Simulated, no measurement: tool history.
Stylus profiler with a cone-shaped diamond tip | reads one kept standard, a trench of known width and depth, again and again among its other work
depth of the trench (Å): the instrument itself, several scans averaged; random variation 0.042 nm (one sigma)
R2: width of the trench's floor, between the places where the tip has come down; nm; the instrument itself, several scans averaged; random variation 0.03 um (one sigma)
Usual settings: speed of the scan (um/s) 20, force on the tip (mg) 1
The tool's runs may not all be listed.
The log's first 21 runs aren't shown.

{"run": 22, "hour": 878.2, "speed of the scan (um/s)": 6, "force on the tip (mg)": 1, "depth of the trench (Å)": 1004.7, "R2": 28140}
{"hour": 881.9, "done": "height scale calibrated on a step standard"}
{"run": 23, "hour": 940.0, "speed of the scan (um/s)": 6, "force on the tip (mg)": 1, "depth of the trench (Å)": 1003.9, "R2": 28210}
{"run": 24, "hour": 968.7, "speed of the scan (um/s)": 6, "force on the tip (mg)": 1, "depth of the trench (Å)": 1003.2, "R2": 28080}
{"run": 25, "hour": 1011.8, "speed of the scan (um/s)": 37, "force on the tip (mg)": 2.56, "depth of the trench (Å)": 1010.6, "R2": 27950}
{"run": 26, "hour": 1071.5, "speed of the scan (um/s)": 12, "force on the tip (mg)": 0.74, "depth of the trench (Å)": 1002.1, "R2": 28040}
{"hour": 1097.3, "done": "height scale calibrated on a step standard, once more"}
{"run": 27, "hour": 1107.5, "speed of the scan (um/s)": 12, "force on the tip (mg)": 0.74, "depth of the trench (Å)": 1006.8, "R2": 28040}
{"run": 28, "hour": 1138.6, "speed of the scan (um/s)": 12, "force on the tip (mg)": 0.74, "depth of the trench (Å)": 1006.8, "R2": 27970}
{"run": 29, "hour": 1171.1, "speed of the scan (um/s)": 12, "force on the tip (mg)": 0.74, "depth of the trench (Å)": 1006.4, "R2": 28020}
{"run": 30, "hour": 1199.4, "speed of the scan (um/s)": 12, "force on the tip (mg)": 0.74, "depth of the trench (Å)": 1006.4, "R2": 28020}
{"run": 31, "hour": 1247.5, "speed of the scan (um/s)": 68, "force on the tip (mg)": 0.64, "depth of the trench (Å)": 1005.7, "R2": 27610}
{"run": 32, "hour": 1294.3, "speed of the scan (um/s)": 8, "force on the tip (mg)": 0.41, "depth of the trench (Å)": 1004.4, "R2": 28000}
{"run": 33, "hour": 1354.3, "speed of the scan (um/s)": 19, "force on the tip (mg)": 0.82, "depth of the trench (Å)": 1006.9, "R2": 27880}
{"run": 34, "hour": 1415.5, "speed of the scan (um/s)": 13, "force on the tip (mg)": 0.82, "depth of the trench (Å)": 1006.9, "R2": 27970}
{"run": 35, "hour": 1464.4, "speed of the scan (um/s)": 7, "force on the tip (mg)": 1.56, "depth of the trench (Å)": 1010.7, "R2": 27990}
{"run": 36, "hour": 1514.0, "speed of the scan (um/s)": 7, "force on the tip (mg)": 1.56, "depth of the trench (Å)": 1009.8, "R2": 27960}
{"run": 37, "hour": 1553.1, "speed of the scan (um/s)": 25, "force on the tip (mg)": 1.48, "depth of the trench (Å)": 1009.8, "R2": 27890}
{"run": 38, "hour": 1601.9, "speed of the scan (um/s)": 25, "force on the tip (mg)": 1.48, "depth of the trench (Å)": 1009.8, "R2": 27870}
{"run": 39, "hour": 1654.6, "speed of the scan (um/s)": 25, "force on the tip (mg)": 1.48, "depth of the trench (Å)": 1009.6, "R2": 27850}
{"run": 40, "hour": 1680.8, "speed of the scan (um/s)": 25, "force on the tip (mg)": 1.48, "depth of the trench (Å)": 1010.4, "R2": 27870}
{"run": 41, "hour": 1720.6, "speed of the scan (um/s)": 6, "force on the tip (mg)": 0.68, "depth of the trench (Å)": 1004.7, "R2": 27930}
{"run": 42, "hour": 1768.4, "speed of the scan (um/s)": 7, "force on the tip (mg)": 0.42, "depth of the trench (Å)": 1003, "R2": 27850}
{"run": 43, "hour": 1817.8, "speed of the scan (um/s)": 41, "force on the tip (mg)": 0.75, "depth of the trench (Å)": 1004.5, "R2": 27730}
{"run": 44, "hour": 1876.3, "speed of the scan (um/s)": 30, "force on the tip (mg)": 0.55, "depth of the trench (Å)": 1003.6, "R2": 27750}
{"run": 45, "hour": 1913.6, "speed of the scan (um/s)": 30, "force on the tip (mg)": 1.33, "depth of the trench (Å)": 1008.5, "R2": 27810}
{"run": 46, "hour": 1943.8, "speed of the scan (um/s)": 30, "force on the tip (mg)": 1.33, "depth of the trench (Å)": 1007.7, "R2": 27780}

Forecast each of these 3 alternatives for the next run:
{"run": "A", "hour": 1982.7, "speed of the scan (um/s)": 30, "force on the tip (mg)": 0.86, "depth of the trench (Å)": "?", "R2": "?"}
{"run": "B", "hour": 1982.7, "speed of the scan (um/s)": 7, "force on the tip (mg)": 0.64, "depth of the trench (Å)": "?", "R2": "?"}
{"run": "C", "hour": 1982.7, "speed of the scan (um/s)": 14, "force on the tip (mg)": 0.55, "depth of the trench (Å)": "?", "R2": "?"}

run=A depth_of_the_trench_(Å)=1005.4 R2=27720
run=B depth_of_the_trench_(Å)=1004.4 R2=27900
run=C depth_of_the_trench_(Å)=1004.1 R2=27820
Without the tool's hidden state the same runs would have given:
run=A depth_of_the_trench_(Å)=1007.5 R2=28400
run=B depth_of_the_trench_(Å)=1006.6 R2=28570
run=C depth_of_the_trench_(Å)=1006.3 R2=28500

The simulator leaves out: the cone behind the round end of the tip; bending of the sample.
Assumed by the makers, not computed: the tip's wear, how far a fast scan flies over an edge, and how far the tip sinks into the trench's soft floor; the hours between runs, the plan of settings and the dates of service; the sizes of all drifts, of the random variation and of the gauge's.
